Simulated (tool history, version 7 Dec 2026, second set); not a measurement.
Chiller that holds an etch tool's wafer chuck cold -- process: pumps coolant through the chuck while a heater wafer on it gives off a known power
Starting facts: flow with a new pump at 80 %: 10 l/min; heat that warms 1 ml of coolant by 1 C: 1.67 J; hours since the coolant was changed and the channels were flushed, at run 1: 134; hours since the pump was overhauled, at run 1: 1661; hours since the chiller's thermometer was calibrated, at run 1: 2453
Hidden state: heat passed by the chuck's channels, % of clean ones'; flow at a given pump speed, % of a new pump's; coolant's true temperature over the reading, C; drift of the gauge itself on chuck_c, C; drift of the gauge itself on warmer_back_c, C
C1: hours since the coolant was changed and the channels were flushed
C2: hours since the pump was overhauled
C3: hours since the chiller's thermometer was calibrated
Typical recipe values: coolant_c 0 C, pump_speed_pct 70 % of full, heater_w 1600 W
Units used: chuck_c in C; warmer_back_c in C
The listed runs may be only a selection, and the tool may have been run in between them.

{"run": 1, "hour": 0.0, "coolant_c": 0, "pump_speed_pct": 70, "heater_w": 1600, "C1": 134, "C2": 1661, "C3": 2453, "chuck_c": 15.1, "warmer_back_c": 7.02}
{"run": 2, "hour": 102.2, "coolant_c": 0, "pump_speed_pct": 70, "heater_w": 1600, "C1": 237, "C2": 1763, "C3": 2556, "chuck_c": 15.2, "warmer_back_c": 7.01}
{"run": 3, "hour": 157.4, "coolant_c": 0, "pump_speed_pct": 70, "heater_w": 1600, "C1": 292, "C2": 1818, "C3": 2611, "chuck_c": 15.3, "warmer_back_c": 7.04}
{"run": 4, "hour": 242.0, "coolant_c": 0, "pump_speed_pct": 70, "heater_w": 1529, "C1": 376, "C2": 1903, "C3": 2695, "chuck_c": 14.8, "warmer_back_c": 6.76}
{"run": 5, "hour": 329.1, "coolant_c": 0, "pump_speed_pct": 70, "heater_w": 1529, "C1": 464, "C2": 1990, "C3": 2783, "chuck_c": 15, "warmer_back_c": 6.74}
{"run": 6, "hour": 376.4, "coolant_c": 0, "pump_speed_pct": 70, "heater_w": 1529, "C1": 511, "C2": 2038, "C3": 2830, "chuck_c": 15.1, "warmer_back_c": 6.79}
{"run": 7, "hour": 466.8, "coolant_c": 0, "pump_speed_pct": 70, "heater_w": 1529, "C1": 601, "C2": 2128, "C3": 2920, "chuck_c": 15, "warmer_back_c": 6.76}
{"run": 8, "hour": 539.5, "coolant_c": 0, "pump_speed_pct": 86, "heater_w": 1600, "C1": 674, "C2": 2201, "C3": 2993, "chuck_c": 13.5, "warmer_back_c": 5.83}
{"run": 9, "hour": 616.2, "coolant_c": 0, "pump_speed_pct": 70, "heater_w": 1600, "C1": 751, "C2": 2277, "C3": 3070, "chuck_c": 16, "warmer_back_c": 7.16}
{"run": 10, "hour": 669.0, "coolant_c": 2, "pump_speed_pct": 70, "heater_w": 1600, "C1": 803, "C2": 2330, "C3": 3122, "chuck_c": 17.9, "warmer_back_c": 7.2}
{"run": 11, "hour": 773.1, "coolant_c": 0, "pump_speed_pct": 70, "heater_w": 1600, "C1": 908, "C2": 2434, "C3": 3227, "chuck_c": 16.1, "warmer_back_c": 7.2}
{"run": 12, "hour": 860.8, "coolant_c": 0, "pump_speed_pct": 87, "heater_w": 1600, "C1": 995, "C2": 2522, "C3": 3314, "chuck_c": 13.5, "warmer_back_c": 5.91}
{"run": 13, "hour": 928.3, "coolant_c": 0, "pump_speed_pct": 70, "heater_w": 1600, "C1": 1063, "C2": 2589, "C3": 3382, "chuck_c": 16.3, "warmer_back_c": 7.26}
{"hour": 934.1, "done": "chiller's thermometer calibrated"}
{"run": 14, "hour": 988.6, "coolant_c": 0, "pump_speed_pct": 70, "heater_w": 1996, "C1": 1122, "C2": 2649, "C3": 54, "chuck_c": 20.9, "warmer_back_c": 9.1}
{"run": 15, "hour": 1068.4, "coolant_c": 0, "pump_speed_pct": 70, "heater_w": 1996, "C1": 1202, "C2": 2729, "C3": 134, "chuck_c": 21.1, "warmer_back_c": 9.13}
{"run": 16, "hour": 1151.7, "coolant_c": 0, "pump_speed_pct": 70, "heater_w": 1996, "C1": 1285, "C2": 2812, "C3": 218, "chuck_c": 21.1, "warmer_back_c": 9.17}
{"run": 17, "hour": 1220.4, "coolant_c": 6, "pump_speed_pct": 65, "heater_w": 2162, "C1": 1354, "C2": 2880, "C3": 286, "chuck_c": 30.3, "warmer_back_c": 10.67}
{"run": 18, "hour": 1275.9, "coolant_c": 6, "pump_speed_pct": 65, "heater_w": 2162, "C1": 1409, "C2": 2936, "C3": 342, "chuck_c": 30.2, "warmer_back_c": 10.65}
{"run": 19, "hour": 1380.6, "coolant_c": 6, "pump_speed_pct": 65, "heater_w": 2162, "C1": 1514, "C2": 3041, "C3": 446, "chuck_c": 30.3, "warmer_back_c": 10.65}
{"run": 20, "hour": 1480.9, "coolant_c": -10, "pump_speed_pct": 65, "heater_w": 2162, "C1": 1614, "C2": 3141, "C3": 547, "chuck_c": 14.7, "warmer_back_c": 10.76}
{"hour": 1560.0, "done": "chiller's thermometer calibrated, once more"}
{"run": 21, "hour": 1587.3, "coolant_c": -10, "pump_speed_pct": 65, "heater_w": 2162, "C1": 1720, "C2": 3246, "C3": 27, "chuck_c": 13.1, "warmer_back_c": 10.84}
{"run": 22, "hour": 1677.5, "coolant_c": -5, "pump_speed_pct": 70, "heater_w": 1600, "C1": 1810, "C2": 3337, "C3": 118, "chuck_c": 11.2, "warmer_back_c": 7.51}
{"run": 23, "hour": 1790.7, "coolant_c": -9, "pump_speed_pct": 70, "heater_w": 1600, "C1": 1923, "C2": 3450, "C3": 231, "chuck_c": 7.4, "warmer_back_c": 7.48}
{"run": 24, "hour": 1893.5, "coolant_c": -8, "pump_speed_pct": 91, "heater_w": 1018, "C1": 2026, "C2": 3553, "C3": 333, "chuck_c": 0.4, "warmer_back_c": 3.72}
{"run": 25, "hour": 2006.8, "coolant_c": 0, "pump_speed_pct": 70, "heater_w": 1590, "C1": 2139, "C2": 3666, "C3": 447, "chuck_c": 16.5, "warmer_back_c": 7.52}
{"run": 26, "hour": 2085.8, "coolant_c": -3, "pump_speed_pct": 97, "heater_w": 1217, "C1": 2218, "C2": 3745, "C3": 526, "chuck_c": 6.6, "warmer_back_c": 4.2}
{"run": 27, "hour": 2137.7, "coolant_c": -3, "pump_speed_pct": 62, "heater_w": 1217, "C1": 2270, "C2": 3797, "C3": 578, "chuck_c": 11, "warmer_back_c": 6.52}
{"run": 28, "hour": 2231.0, "coolant_c": -4, "pump_speed_pct": 89, "heater_w": 1566, "C1": 2363, "C2": 3890, "C3": 671, "chuck_c": 9.7, "warmer_back_c": 5.88}
{"run": 29, "hour": 2315.9, "coolant_c": -4, "pump_speed_pct": 89, "heater_w": 1566, "C1": 2448, "C2": 3975, "C3": 756, "chuck_c": 9.7, "warmer_back_c": 5.99}
{"run": 30, "hour": 2377.0, "coolant_c": -3, "pump_speed_pct": 60, "heater_w": 1493, "C1": 2509, "C2": 4036, "C3": 817, "chuck_c": 15.1, "warmer_back_c": 8.29}
{"hour": 2421.1, "done": "coolant changed, channels flushed"}
{"run": 31, "hour": 2472.1, "coolant_c": 0, "pump_speed_pct": 70, "heater_w": 1224, "C1": 51, "C2": 4125, "C3": 906, "chuck_c": 12.4, "warmer_back_c": 5.95}

3 ways to go on from here, each from the tool as it stands after run 31. What would each give?
{"run": "A", "hour": 2571.6, "coolant_c": 8, "pump_speed_pct": 84, "heater_w": 1224, "C1": 151, "C2": 4225, "C3": 1006, "chuck_c": "?", "warmer_back_c": "?"}
{"run": "B", "hour": 2571.6, "coolant_c": -8, "pump_speed_pct": 90, "heater_w": 1638, "C1": 151, "C2": 4225, "C3": 1006, "chuck_c": "?", "warmer_back_c": "?"}
{"run": "C", "hour": 2571.6, "coolant_c": 0, "pump_speed_pct": 61, "heater_w": 970, "C1": 151, "C2": 4225, "C3": 1006, "chuck_c": "?", "warmer_back_c": "?"}

run=A chuck_c=18.9 warmer_back_c=4.96
run=B chuck_c=5.5 warmer_back_c=6.27
run=C chuck_c=11.1 warmer_back_c=5.37
What these runs would have given with no unlogged condition in the tool:
run=A chuck_c=17.1 warmer_back_c=4.17
run=B chuck_c=3.3 warmer_back_c=5.29
run=C chuck_c=9.2 warmer_back_c=4.52
